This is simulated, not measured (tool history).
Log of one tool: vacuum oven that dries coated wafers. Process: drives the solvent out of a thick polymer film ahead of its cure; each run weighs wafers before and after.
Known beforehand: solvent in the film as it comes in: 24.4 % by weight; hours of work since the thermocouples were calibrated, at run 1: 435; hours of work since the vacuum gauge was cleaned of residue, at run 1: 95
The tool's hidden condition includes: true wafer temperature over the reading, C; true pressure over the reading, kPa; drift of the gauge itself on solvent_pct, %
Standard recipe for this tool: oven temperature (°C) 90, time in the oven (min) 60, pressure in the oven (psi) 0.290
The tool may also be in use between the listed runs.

run   hour  oven temperature (°C)  time in the oven (min)  pressure in the oven (psi)  hours of work since the thermocouples were calibrated  hours of work since the vacuum gauge was cleaned of residue  solvent left in the film (%)
  1    0.0                     90                      60                       0.290                                                    435                                                           95                          4.32
  2   14.5                     90                      60                       0.290                                                    445                                                          106                          4.35
  3   38.1                     90                      60                       0.290                                                    463                                                          123                          4.35
  4   50.1                     90                      60                       0.645                                                    471                                                          132                          5.33
  5   67.1                     90                      39                       0.290                                                    484                                                          145                          7.15
  6   83.6                     90                      39                       0.290                                                    496                                                          157                          7.19
  7  108.2                     90                      54                       0.290                                                    514                                                          175                          5.11
  8  122.6                     90                      54                       0.290                                                    525                                                          186                          5.06
     126.2  -- oven's thermocouples calibrated
  9  144.6                     90                      41                       0.290                                                     14                                                          200                          7.19
 10  169.3                     90                      41                       0.290                                                     32                                                          219                          7.03
 11  183.7                     90                      41                       0.290                                                     42                                                          229                          7.13
     197.6  -- oven's thermocouples calibrated, once more
 12  199.3                     90                      41                       0.290                                                      1                                                          239                          6.39

Estimate the outcome of run 13 from the log above:
 13  213.0                     85                      60                       0.290                                                     11                                                          249                             ?

Run 13 gave solvent left in the film (%) 6.43.
Minus the tool's unlogged condition, the same run would have read solvent left in the film (%) 6.33.
